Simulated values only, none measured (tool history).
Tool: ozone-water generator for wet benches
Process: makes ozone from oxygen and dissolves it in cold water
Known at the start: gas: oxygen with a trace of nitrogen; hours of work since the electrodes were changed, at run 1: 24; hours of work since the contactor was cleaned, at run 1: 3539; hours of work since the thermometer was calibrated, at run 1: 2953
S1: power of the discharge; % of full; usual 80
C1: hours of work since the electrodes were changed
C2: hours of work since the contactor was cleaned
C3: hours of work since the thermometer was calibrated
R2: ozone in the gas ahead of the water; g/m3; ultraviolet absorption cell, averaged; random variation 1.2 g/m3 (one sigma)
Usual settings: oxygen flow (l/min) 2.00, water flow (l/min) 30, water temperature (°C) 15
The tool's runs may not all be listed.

run 1 day=0.000 | S1=80 oxygen_flow_(l/min)=2.00 water_flow_(l/min)=30 water_temperature_(°C)=15 | C1=24 C2=3539 C3=2953 | dissolved_ozone_(ppm)=8.9 R2=228.5
run 2 day=1.462 | S1=80 oxygen_flow_(l/min)=2.00 water_flow_(l/min)=30 water_temperature_(°C)=15 | C1=48 C2=3563 C3=2977 | dissolved_ozone_(ppm)=8.9 R2=224.3
run 3 day=2.483 | S1=80 oxygen_flow_(l/min)=2.00 water_flow_(l/min)=30 water_temperature_(°C)=15 | C1=64 C2=3580 C3=2994 | dissolved_ozone_(ppm)=9.1 R2=226.8
run 4 day=4.621 | S1=80 oxygen_flow_(l/min)=2.00 water_flow_(l/min)=30 water_temperature_(°C)=15 | C1=99 C2=3614 C3=3028 | dissolved_ozone_(ppm)=9.0 R2=226.1
run 5 day=6.400 | S1=80 oxygen_flow_(l/min)=2.08 water_flow_(l/min)=30 water_temperature_(°C)=15 | C1=128 C2=3643 C3=3057 | dissolved_ozone_(ppm)=9.0 R2=223.6
run 6 day=8.633 | S1=80 oxygen_flow_(l/min)=2.00 water_flow_(l/min)=30 water_temperature_(°C)=15 | C1=164 C2=3679 C3=3093 | dissolved_ozone_(ppm)=9.0 R2=226.6
run 7 day=10.375 | S1=80 oxygen_flow_(l/min)=2.00 water_flow_(l/min)=30 water_temperature_(°C)=15 | C1=192 C2=3708 C3=3122 | dissolved_ozone_(ppm)=8.9 R2=228.5
run 8 day=11.983 | S1=64 oxygen_flow_(l/min)=2.00 water_flow_(l/min)=30 water_temperature_(°C)=15 | C1=218 C2=3734 C3=3148 | dissolved_ozone_(ppm)=7.3 R2=186.9
run 9 day=14.262 | S1=80 oxygen_flow_(l/min)=2.00 water_flow_(l/min)=30 water_temperature_(°C)=15 | C1=255 C2=3771 C3=3185 | dissolved_ozone_(ppm)=8.9 R2=225.2
run 10 day=15.275 | S1=97 oxygen_flow_(l/min)=2.00 water_flow_(l/min)=30 water_temperature_(°C)=15 | C1=272 C2=3787 C3=3201 | dissolved_ozone_(ppm)=10.4 R2=265.0
run 11 day=16.779 | S1=97 oxygen_flow_(l/min)=2.00 water_flow_(l/min)=30 water_temperature_(°C)=15 | C1=296 C2=3811 C3=3226 | dissolved_ozone_(ppm)=10.6 R2=265.5
run 12 day=18.133 | S1=80 oxygen_flow_(l/min)=2.00 water_flow_(l/min)=38 water_temperature_(°C)=15 | C1=318 C2=3833 C3=3248 | dissolved_ozone_(ppm)=6.7 R2=226.6
run 13 day=20.079 | S1=80 oxygen_flow_(l/min)=2.00 water_flow_(l/min)=38 water_temperature_(°C)=15 | C1=350 C2=3865 C3=3279 | dissolved_ozone_(ppm)=6.8 R2=226.3
run 14 day=21.696 | S1=80 oxygen_flow_(l/min)=2.00 water_flow_(l/min)=38 water_temperature_(°C)=15 | C1=376 C2=3891 C3=3305 | dissolved_ozone_(ppm)=6.7 R2=226.2
run 15 day=24.021 | S1=80 oxygen_flow_(l/min)=2.00 water_flow_(l/min)=38 water_temperature_(°C)=15 | C1=414 C2=3929 C3=3343 | dissolved_ozone_(ppm)=6.7 R2=226.8
run 16 day=26.338 | S1=80 oxygen_flow_(l/min)=2.00 water_flow_(l/min)=30 water_temperature_(°C)=15 | C1=451 C2=3966 C3=3381 | dissolved_ozone_(ppm)=8.8 R2=227.5
run 17 day=28.367 | S1=80 oxygen_flow_(l/min)=1.45 water_flow_(l/min)=30 water_temperature_(°C)=15 | C1=484 C2=3999 C3=3413 | dissolved_ozone_(ppm)=8.2 R2=271.4
run 18 day=30.492 | S1=80 oxygen_flow_(l/min)=1.45 water_flow_(l/min)=30 water_temperature_(°C)=15 | C1=519 C2=4034 C3=3448 | dissolved_ozone_(ppm)=8.0 R2=270.5
run 19 day=31.488 | S1=56 oxygen_flow_(l/min)=2.00 water_flow_(l/min)=30 water_temperature_(°C)=10 | C1=535 C2=4050 C3=3464 | dissolved_ozone_(ppm)=6.8 R2=168.5
-- day=32.012 contactor cleaned
run 20 day=32.838 | S1=80 oxygen_flow_(l/min)=2.17 water_flow_(l/min)=28 water_temperature_(°C)=7 | C1=554 C2=13 C3=3483 | dissolved_ozone_(ppm)=10.4 R2=217.2
run 21 day=35.146 | S1=82 oxygen_flow_(l/min)=1.38 water_flow_(l/min)=30 water_temperature_(°C)=15 | C1=591 C2=51 C3=3521 | dissolved_ozone_(ppm)=8.3 R2=286.9
run 22 day=37.488 | S1=80 oxygen_flow_(l/min)=2.00 water_flow_(l/min)=21 water_temperature_(°C)=13 | C1=629 C2=89 C3=3559 | dissolved_ozone_(ppm)=13.7 R2=224.4
run 23 day=38.625 | S1=43 oxygen_flow_(l/min)=1.68 water_flow_(l/min)=21 water_temperature_(°C)=15 | C1=648 C2=107 C3=3577 | dissolved_ozone_(ppm)=7.8 R2=149.4
run 24 day=41.008 | S1=80 oxygen_flow_(l/min)=1.99 water_flow_(l/min)=36 water_temperature_(°C)=15 | C1=686 C2=146 C3=3616 | dissolved_ozone_(ppm)=7.0 R2=227.9
run 25 day=42.062 | S1=55 oxygen_flow_(l/min)=2.41 water_flow_(l/min)=36 water_temperature_(°C)=15 | C1=704 C2=163 C3=3633 | dissolved_ozone_(ppm)=5.4 R2=150.8
run 26 day=44.483 | S1=55 oxygen_flow_(l/min)=2.41 water_flow_(l/min)=36 water_temperature_(°C)=15 | C1=743 C2=202 C3=3672 | dissolved_ozone_(ppm)=5.5 R2=149.5
run 27 day=46.346 | S1=80 oxygen_flow_(l/min)=2.00 water_flow_(l/min)=25 water_temperature_(°C)=7 | C1=773 C2=232 C3=3702 | dissolved_ozone_(ppm)=11.5 R2=223.6
run 28 day=48.100 | S1=80 oxygen_flow_(l/min)=2.00 water_flow_(l/min)=25 water_temperature_(°C)=7 | C1=801 C2=261 C3=3731 | dissolved_ozone_(ppm)=11.5 R2=225.8
run 29 day=49.150 | S1=80 oxygen_flow_(l/min)=2.00 water_flow_(l/min)=25 water_temperature_(°C)=7 | C1=819 C2=278 C3=3748 | dissolved_ozone_(ppm)=11.6 R2=225.5
run 30 day=51.192 | S1=80 oxygen_flow_(l/min)=1.31 water_flow_(l/min)=30 water_temperature_(°C)=10 | C1=852 C2=311 C3=3781 | dissolved_ozone_(ppm)=8.1 R2=287.8
run 31 day=53.054 | S1=51 oxygen_flow_(l/min)=2.00 water_flow_(l/min)=42 water_temperature_(°C)=9 | C1=882 C2=341 C3=3811 | dissolved_ozone_(ppm)=4.2 R2=157.2
run 32 day=55.038 | S1=57 oxygen_flow_(l/min)=1.57 water_flow_(l/min)=24 water_temperature_(°C)=7 | C1=914 C2=373 C3=3843 | dissolved_ozone_(ppm)=8.6 R2=194.9

3 ways to go on from here, each from the tool as it stands after run 32. What would each give?
run A day=57.462 | S1=100 oxygen_flow_(l/min)=2.00 water_flow_(l/min)=42 water_temperature_(°C)=15 | C1=953 C2=413 C3=3883 | dissolved_ozone_(ppm)=? R2=?
run B day=57.462 | S1=90 oxygen_flow_(l/min)=1.83 water_flow_(l/min)=24 water_temperature_(°C)=7 | C1=953 C2=413 C3=3883 | dissolved_ozone_(ppm)=? R2=?
run C day=57.462 | S1=60 oxygen_flow_(l/min)=1.66 water_flow_(l/min)=24 water_temperature_(°C)=7 | C1=953 C2=413 C3=3883 | dissolved_ozone_(ppm)=? R2=?

run=A dissolved_ozone_(ppm)=7.2 R2=273.2
run=B dissolved_ozone_(ppm)=13.1 R2=263.9
run=C dissolved_ozone_(ppm)=9.1 R2=198.3
Without the tool's hidden state the same runs would have given:
run=A dissolved_ozone_(ppm)=7.2 R2=273.4
run=B dissolved_ozone_(ppm)=13.1 R2=264.0
run=C dissolved_ozone_(ppm)=9.2 R2=198.4

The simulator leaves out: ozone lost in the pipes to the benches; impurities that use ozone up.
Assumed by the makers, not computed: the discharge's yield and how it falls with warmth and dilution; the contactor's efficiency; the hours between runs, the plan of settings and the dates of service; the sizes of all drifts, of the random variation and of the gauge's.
